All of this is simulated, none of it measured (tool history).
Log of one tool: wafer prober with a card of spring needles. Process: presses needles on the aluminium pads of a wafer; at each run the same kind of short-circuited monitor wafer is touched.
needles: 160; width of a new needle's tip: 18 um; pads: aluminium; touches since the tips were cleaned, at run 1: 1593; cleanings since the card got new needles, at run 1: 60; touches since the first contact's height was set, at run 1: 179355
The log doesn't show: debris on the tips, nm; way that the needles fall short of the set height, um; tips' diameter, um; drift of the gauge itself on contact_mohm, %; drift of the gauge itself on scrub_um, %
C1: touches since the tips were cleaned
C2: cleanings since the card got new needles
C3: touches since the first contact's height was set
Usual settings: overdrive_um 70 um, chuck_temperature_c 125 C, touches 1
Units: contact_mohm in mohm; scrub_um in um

{"run": 1, "hour": 0.0, "overdrive_um": 70, "chuck_temperature_c": 125, "touches": 1, "C1": 1593, "C2": 60, "C3": 179355, "contact_mohm": 243, "scrub_um": 16.25}
{"hour": 3.7, "done": "tips cleaned on abrasive film"}
{"hour": 12.9, "done": "tips cleaned on abrasive film"}
{"hour": 22.0, "done": "tips cleaned on abrasive film"}
{"hour": 29.4, "done": "tips cleaned on abrasive film"}
{"hour": 38.5, "done": "tips cleaned on abrasive film"}
{"hour": 45.9, "done": "tips cleaned on abrasive film"}
{"hour": 53.2, "done": "tips cleaned on abrasive film"}
{"hour": 62.4, "done": "tips cleaned on abrasive film"}
{"run": 2, "hour": 66.0, "overdrive_um": 70, "chuck_temperature_c": 125, "touches": 1, "C1": 1281, "C2": 68, "C3": 202409, "contact_mohm": 237, "scrub_um": 15.34}
{"hour": 69.8, "done": "tips cleaned on abrasive film"}
{"hour": 78.9, "done": "tips cleaned on abrasive film"}
{"hour": 86.3, "done": "tips cleaned on abrasive film"}
{"hour": 95.4, "done": "tips cleaned on abrasive film"}
{"hour": 104.6, "done": "tips cleaned on abrasive film"}
{"hour": 111.9, "done": "tips cleaned on abrasive film"}
{"hour": 120.3, "done": "tips cleaned on abrasive film"}
{"run": 3, "hour": 120.3, "overdrive_um": 70, "chuck_temperature_c": 125, "touches": 1, "C1": 0, "C2": 75, "C3": 221350, "contact_mohm": 204, "scrub_um": 15.03}
{"hour": 129.5, "done": "tips cleaned on abrasive film"}
{"hour": 138.6, "done": "tips cleaned on abrasive film"}
{"hour": 146.0, "done": "tips cleaned on abrasive film"}
{"hour": 155.1, "done": "tips cleaned on abrasive film"}
{"hour": 162.5, "done": "tips cleaned on abrasive film"}
{"hour": 171.7, "done": "tips cleaned on abrasive film"}
{"hour": 177.4, "done": "height of the first contact set anew"}
{"hour": 180.6, "done": "tips cleaned on abrasive film"}
{"run": 4, "hour": 180.6, "overdrive_um": 70, "chuck_temperature_c": 125, "touches": 1, "C1": 0, "C2": 82, "C3": 1091, "contact_mohm": 194, "scrub_um": 17.59}
{"hour": 187.9, "done": "tips cleaned on abrasive film"}
{"hour": 197.1, "done": "tips cleaned on abrasive film"}
{"hour": 204.4, "done": "tips cleaned on abrasive film"}
{"hour": 213.6, "done": "tips cleaned on abrasive film"}
{"hour": 220.9, "done": "tips cleaned on abrasive film"}
{"hour": 230.1, "done": "tips cleaned on abrasive film"}
{"hour": 239.3, "done": "tips cleaned on abrasive film"}
{"hour": 246.6, "done": "tips cleaned on abrasive film"}
{"run": 5, "hour": 248.8, "overdrive_um": 70, "chuck_temperature_c": 120, "touches": 1, "C1": 777, "C2": 90, "C3": 24922, "contact_mohm": 210, "scrub_um": 17.49}
{"hour": 254.4, "done": "tips cleaned on abrasive film"}
{"hour": 263.5, "done": "tips cleaned on abrasive film"}
{"hour": 272.7, "done": "tips cleaned on abrasive film"}
{"hour": 280.0, "done": "tips cleaned on abrasive film"}
{"hour": 289.2, "done": "tips cleaned on abrasive film"}
{"hour": 298.3, "done": "tips cleaned on abrasive film"}
{"hour": 305.7, "done": "tips cleaned on abrasive film"}
{"hour": 314.8, "done": "tips cleaned on abrasive film"}
{"run": 6, "hour": 319.3, "overdrive_um": 70, "chuck_temperature_c": 120, "touches": 1, "C1": 1576, "C2": 98, "C3": 49554, "contact_mohm": 234, "scrub_um": 17.19}
{"hour": 323.0, "done": "tips cleaned on abrasive film"}
{"hour": 330.4, "done": "tips cleaned on abrasive film"}
{"hour": 339.5, "done": "tips cleaned on abrasive film"}
{"hour": 348.7, "done": "tips cleaned on abrasive film"}
{"hour": 356.5, "done": "tips cleaned on abrasive film, once more"}
{"run": 7, "hour": 356.5, "overdrive_um": 70, "chuck_temperature_c": 120, "touches": 1, "C1": 0, "C2": 103, "C3": 62534, "contact_mohm": 198, "scrub_um": 16.99}
{"hour": 365.7, "done": "tips cleaned on abrasive film"}
{"hour": 374.8, "done": "tips cleaned on abrasive film"}
{"hour": 384.0, "done": "tips cleaned on abrasive film"}
{"hour": 391.4, "done": "tips cleaned on abrasive film"}
{"run": 8, "hour": 396.2, "overdrive_um": 70, "chuck_temperature_c": 120, "touches": 1, "C1": 1718, "C2": 107, "C3": 76418, "contact_mohm": 244, "scrub_um": 17.09}
{"hour": 399.9, "done": "tips cleaned on abrasive film"}
{"hour": 407.3, "done": "tips cleaned on abrasive film"}
{"hour": 416.4, "done": "tips cleaned on abrasive film"}
{"hour": 425.6, "done": "tips cleaned on abrasive film"}
{"hour": 434.8, "done": "tips cleaned on abrasive film"}
{"hour": 443.9, "done": "tips cleaned on abrasive film"}
{"hour": 453.1, "done": "tips cleaned on abrasive film"}
{"hour": 462.2, "done": "tips cleaned on abrasive film"}
{"run": 9, "hour": 463.1, "overdrive_um": 70, "chuck_temperature_c": 125, "touches": 2, "C1": 308, "C2": 115, "C3": 99779, "contact_mohm": 202, "scrub_um": 16.68}
{"hour": 470.5, "done": "tips cleaned on abrasive film"}
{"hour": 477.8, "done": "tips cleaned on abrasive film"}
{"hour": 487.0, "done": "tips cleaned on abrasive film"}
{"hour": 496.1, "done": "tips cleaned on abrasive film"}
{"hour": 505.3, "done": "tips cleaned on abrasive film"}
{"run": 10, "hour": 508.9, "overdrive_um": 70, "chuck_temperature_c": 41, "touches": 1, "C1": 1296, "C2": 120, "C3": 115802, "contact_mohm": 228, "scrub_um": 16.97}
{"hour": 512.7, "done": "tips cleaned on abrasive film"}
{"hour": 520.0, "done": "tips cleaned on abrasive film"}
{"hour": 529.2, "done": "tips cleaned on abrasive film"}
{"hour": 538.3, "done": "tips cleaned on abrasive film"}
{"hour": 547.5, "done": "tips cleaned on abrasive film"}
{"hour": 556.7, "done": "tips cleaned on abrasive film"}
{"run": 11, "hour": 560.1, "overdrive_um": 70, "chuck_temperature_c": 41, "touches": 1, "C1": 1223, "C2": 126, "C3": 133675, "contact_mohm": 234, "scrub_um": 16.37}
{"hour": 565.7, "done": "tips cleaned on abrasive film"}
{"hour": 574.8, "done": "tips cleaned on abrasive film"}
{"hour": 584.0, "done": "tips cleaned on abrasive film"}
{"hour": 593.1, "done": "tips cleaned on abrasive film"}
{"hour": 600.5, "done": "tips cleaned on abrasive film"}
{"hour": 609.6, "done": "tips cleaned on abrasive film"}
{"hour": 618.8, "done": "tips cleaned on abrasive film"}
{"hour": 628.0, "done": "tips cleaned on abrasive film"}
{"run": 12, "hour": 632.8, "overdrive_um": 74, "chuck_temperature_c": 120, "touches": 1, "C1": 1706, "C2": 134, "C3": 159075, "contact_mohm": 249, "scrub_um": 17.57}
{"hour": 636.5, "done": "tips cleaned on abrasive film"}
{"hour": 645.7, "done": "tips cleaned on abrasive film"}
{"hour": 654.8, "done": "tips cleaned on abrasive film"}
{"hour": 664.0, "done": "tips cleaned on abrasive film"}
{"hour": 673.0, "done": "tips cleaned on abrasive film"}
{"run": 13, "hour": 673.0, "overdrive_um": 55, "chuck_temperature_c": 101, "touches": 2, "C1": 0, "C2": 139, "C3": 173115, "contact_mohm": 205, "scrub_um": 12.43}
{"hour": 680.4, "done": "tips cleaned on abrasive film"}
{"hour": 689.5, "done": "tips cleaned on abrasive film"}
{"hour": 698.7, "done": "tips cleaned on abrasive film"}
{"hour": 707.8, "done": "tips cleaned on abrasive film"}
{"run": 14, "hour": 708.1, "overdrive_um": 90, "chuck_temperature_c": 101, "touches": 2, "C1": 91, "C2": 143, "C3": 185373, "contact_mohm": 188, "scrub_um": 20.92}
{"hour": 715.4, "done": "tips cleaned on abrasive film"}
{"hour": 722.8, "done": "tips cleaned on abrasive film"}
{"hour": 731.9, "done": "tips cleaned on abrasive film"}
{"hour": 739.3, "done": "tips cleaned on abrasive film"}
{"hour": 748.5, "done": "tips cleaned on abrasive film"}
{"hour": 755.8, "done": "tips cleaned on abrasive film"}
{"hour": 765.0, "done": "tips cleaned on abrasive film"}
{"hour": 774.1, "done": "tips cleaned on abrasive film"}
{"run": 15, "hour": 779.6, "overdrive_um": 90, "chuck_temperature_c": 101, "touches": 2, "C1": 1937, "C2": 151, "C3": 210362, "contact_mohm": 215, "scrub_um": 20.92}
{"hour": 781.5, "done": "tips cleaned on abrasive film"}
{"hour": 788.9, "done": "tips cleaned on abrasive film"}
{"hour": 798.0, "done": "tips cleaned on abrasive film"}
{"hour": 805.4, "done": "tips cleaned on abrasive film"}
{"hour": 814.5, "done": "tips cleaned on abrasive film"}
{"hour": 821.9, "done": "tips cleaned on abrasive film"}
{"hour": 831.0, "done": "tips cleaned on abrasive film"}
{"hour": 838.4, "done": "tips cleaned on abrasive film"}
{"hour": 846.4, "done": "tips cleaned on abrasive film"}
{"run": 16, "hour": 846.4, "overdrive_um": 70, "chuck_temperature_c": 47, "touches": 1, "C1": 0, "C2": 160, "C3": 233645, "contact_mohm": 190, "scrub_um": 15.67}

Run 17 comes next. What will it give?
{"hour": 853.7, "done": "tips cleaned on abrasive film"}
{"hour": 861.1, "done": "tips cleaned on abrasive film"}
{"hour": 866.8, "done": "height of the first contact set anew"}
{"hour": 870.5, "done": "tips cleaned on abrasive film"}
{"hour": 879.7, "done": "tips cleaned on abrasive film"}
{"hour": 887.0, "done": "tips cleaned on abrasive film"}
{"hour": 896.2, "done": "tips cleaned on abrasive film"}
{"hour": 905.4, "done": "tips cleaned on abrasive film"}
{"run": 17, "hour": 906.6, "overdrive_um": 88, "chuck_temperature_c": 64, "touches": 1, "C1": 430, "C2": 167, "C3": 13877, "contact_mohm": "?", "scrub_um": "?"}

Run 17 gave contact_mohm 201 mohm, scrub_um 22.02 um.
Without the tool's hidden state the same run would have given contact_mohm 178 mohm, scrub_um 22.16 um.

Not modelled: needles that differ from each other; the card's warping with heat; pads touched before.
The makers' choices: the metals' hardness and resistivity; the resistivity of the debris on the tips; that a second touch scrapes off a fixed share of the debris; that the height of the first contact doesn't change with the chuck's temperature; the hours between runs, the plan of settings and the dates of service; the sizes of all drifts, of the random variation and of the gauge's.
